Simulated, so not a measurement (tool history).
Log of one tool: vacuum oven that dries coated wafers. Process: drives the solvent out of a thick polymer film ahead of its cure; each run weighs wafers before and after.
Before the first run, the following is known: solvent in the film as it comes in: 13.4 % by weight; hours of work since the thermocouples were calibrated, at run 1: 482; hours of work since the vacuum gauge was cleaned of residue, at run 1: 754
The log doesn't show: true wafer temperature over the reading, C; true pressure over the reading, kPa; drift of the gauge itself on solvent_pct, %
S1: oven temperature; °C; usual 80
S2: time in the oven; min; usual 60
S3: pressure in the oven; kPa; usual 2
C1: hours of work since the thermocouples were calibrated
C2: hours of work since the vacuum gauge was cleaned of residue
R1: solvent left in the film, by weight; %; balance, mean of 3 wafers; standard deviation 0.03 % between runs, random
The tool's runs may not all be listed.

run 1 hour=0 | S1=80 S2=60 S3=2 | C1=482 C2=754 | R1=2.9
run 2 hour=43.8 | S1=80 S2=60 S3=2 | C1=517 C2=789 | R1=2.88
run 3 hour=84.4 | S1=80 S2=60 S3=2 | C1=548 C2=820 | R1=2.88
run 4 hour=125.9 | S1=80 S2=60 S3=2 | C1=581 C2=853 | R1=2.89
run 5 hour=151.7 | S1=80 S2=60 S3=2 | C1=601 C2=873 | R1=2.88
run 6 hour=175.6 | S1=80 S2=60 S3=3.27 | C1=620 C2=892 | R1=3.48
run 7 hour=222.6 | S1=80 S2=60 S3=3.27 | C1=656 C2=928 | R1=3.52
run 8 hour=250.2 | S1=92 S2=60 S3=7.94 | C1=678 C2=950 | R1=2.96
run 9 hour=280.6 | S1=84 S2=60 S3=1.52 | C1=702 C2=974 | R1=1.8
run 10 hour=311.9 | S1=84 S2=60 S3=1.52 | C1=726 C2=998 | R1=1.74
run 11 hour=349 | S1=80 S2=60 S3=1.15 | C1=755 C2=1027 | R1=2.48
run 12 hour=384.3 | S1=73 S2=60 S3=2 | C1=783 C2=1055 | R1=4.88
run 13 hour=406.4 | S1=73 S2=60 S3=6.74 | C1=800 C2=1072 | R1=7.42
run 14 hour=456.5 | S1=88 S2=60 S3=2.23 | C1=839 C2=1111 | R1=1.42

Consider 5 possible next runs. They are alternatives, not a sequence: every one starts from the tool as it was left by run 14. What does each give?
run A hour=497.5 | S1=76 S2=61 S3=1.75 | C1=871 C2=1143 | R1=?
run B hour=497.5 | S1=68 S2=60 S3=1.77 | C1=871 C2=1143 | R1=?
run C hour=497.5 | S1=80 S2=60 S3=1.77 | C1=871 C2=1143 | R1=?
run D hour=497.5 | S1=89 S2=58 S3=2.23 | C1=871 C2=1143 | R1=?
run E hour=497.5 | S1=90 S2=60 S3=2.96 | C1=871 C2=1143 | R1=?

run=A R1=3.72
run=B R1=6.14
run=C R1=2.82
run=D R1=1.39
run=E R1=1.44
Stripped of hidden state, with their random variation kept, the same runs would have yielded:
run=A R1=3.72
run=B R1=6.14
run=C R1=2.81
run=D R1=1.39
run=E R1=1.44
